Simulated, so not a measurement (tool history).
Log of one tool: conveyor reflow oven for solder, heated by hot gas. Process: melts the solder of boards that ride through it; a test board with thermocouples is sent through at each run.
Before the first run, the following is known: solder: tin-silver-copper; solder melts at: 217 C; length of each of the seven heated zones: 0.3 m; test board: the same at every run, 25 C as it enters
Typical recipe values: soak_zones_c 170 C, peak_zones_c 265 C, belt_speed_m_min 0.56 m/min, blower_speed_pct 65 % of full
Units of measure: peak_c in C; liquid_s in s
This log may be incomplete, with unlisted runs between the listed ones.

run	hour	soak_zones_c	peak_zones_c	belt_speed_m_min	blower_speed_pct	peak_c	liquid_s
1	0	170	265	0.56	65	251.7	47.6
2	15.6	170	265	0.524	65	253.6	52.5
3	45.6	170	265	0.56	65	251.7	47.9
4	64	170	265	0.56	79	254	49.2
# hour 85: flux residue cleaned out of gas plates and filters
5	85	170	265	0.591	79	253.4	46.2
6	107.2	173	265	0.56	65	252.9	49.5
7	131.4	173	265	0.56	65	253	49.3
8	155.3	173	265	0.56	65	252.8	49.1
9	180.1	170	265	0.618	65	249.2	41.2
10	201.1	170	265	0.618	65	249.5	41.3
11	227.1	170	265	0.618	65	249.1	41.5
12	241.2	170	265	0.618	65	249.3	41.3
13	266.5	170	265	0.456	65	257.3	64.2
14	295.1	170	265	0.456	65	257.5	64.2
15	315.4	181	265	0.56	65	253.6	52.2
16	333.5	181	265	0.56	65	254	52.1
17	347.6	170	256	0.64	66	240.8	33.8
18	368.6	170	256	0.64	66	240.5	33.8
19	401.2	185	256	0.662	66	242.2	38.3
20	415.5	185	256	0.662	66	242.4	37.8
21	430.3	170	265	0.523	69	254.4	53.6
22	447.6	156	263	0.614	64	244.8	35.2
# hour 453.9: flux residue cleaned out of gas plates and filters
23	471.9	170	262	0.56	56	248.3	45.5
24	499.5	184	262	0.521	56	252.1	56.9
25	518.2	184	262	0.487	69	255.3	63.4
26	540.8	170	265	0.602	56	248.4	42.1
27	558.5	185	265	0.602	63	252.8	49.3
28	588.8	185	265	0.602	63	252.6	49.1
29	619.8	185	265	0.602	63	252.4	49.1

Below, each run's measurement less what the same run would have read without the hidden state. Both values contain the same run-to-run variation, but the gauge's scatter may not be the same in both:
Hidden state at play: heat that the gas passes to the board, % of a clean oven's; belt's true speed, % of the reading; true gas temperature in zones 6 and 7 over the reading, C; drift of the gauge itself on peak_c, C; drift of the gauge itself on liquid_s, %.
run	peak_c	liquid_s
1	-0.7	-0.3
2	-0.7	-0.3
3	-0.7	-0.3
4	-0.7	-0.3
5	+0.2	+0.3
6	+0.1	+0.4
7	+0	+0.3
8	+0.1	+0.3
9	+0	+0.3
10	+0	+0.3
11	-0.1	+0.2
12	-0.1	+0.2
13	+0	+0.4
14	+0	+0.3
15	-0.1	+0.2
16	-0.1	+0.2
17	-0.2	-0.1
18	-0.3	-0.1
19	-0.3	+0
20	-0.3	-0.1
21	-0.2	+0.2
22	-0.4	-0.2
23	+0.5	+0.7
24	+0.4	+0.7
25	+0.4	+0.7
26	+0.3	+0.6
27	+0.3	+0.6
28	+0.3	+0.5
29	+0.2	+0.5
